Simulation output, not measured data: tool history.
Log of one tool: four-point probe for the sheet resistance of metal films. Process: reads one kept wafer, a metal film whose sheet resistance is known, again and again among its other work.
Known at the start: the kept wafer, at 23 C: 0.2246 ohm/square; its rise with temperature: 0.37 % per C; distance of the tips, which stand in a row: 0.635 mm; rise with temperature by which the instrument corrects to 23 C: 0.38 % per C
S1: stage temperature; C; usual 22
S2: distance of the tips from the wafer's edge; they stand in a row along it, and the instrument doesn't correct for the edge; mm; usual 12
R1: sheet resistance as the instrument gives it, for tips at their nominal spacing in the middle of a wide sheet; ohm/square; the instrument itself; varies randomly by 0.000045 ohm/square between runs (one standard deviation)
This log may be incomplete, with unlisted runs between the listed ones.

run	hour	S1	S2	R1
1	0.0	22	12	0.224907
2	64.1	22	12	0.224902
3	140.2	22	19	0.224709
4	190.7	21	19	0.224696
5	223.0	22	12	0.224862
6	266.4	22	12	0.224915
7	307.1	22	12	0.224882
8	339.0	18	15	0.224947
9	394.4	20	3	0.229875
10	430.6	21	25	0.224701
11	474.8	21	25	0.224751
12	520.4	21	25	0.224619
13	593.3	22	29	0.224731

The log once held 1 entry between its listed runs, left out of this copy. Where does each go, and what is different about the tool's unlogged condition between the listed run before it and the listed run after it?
Logged between run 11 and run 12: new probe head fitted (hour 517.6)
  inner tips' distance over the nominal, %: -0.012 -> 0.006; tips' flats over new ones', %: 1 -> 0
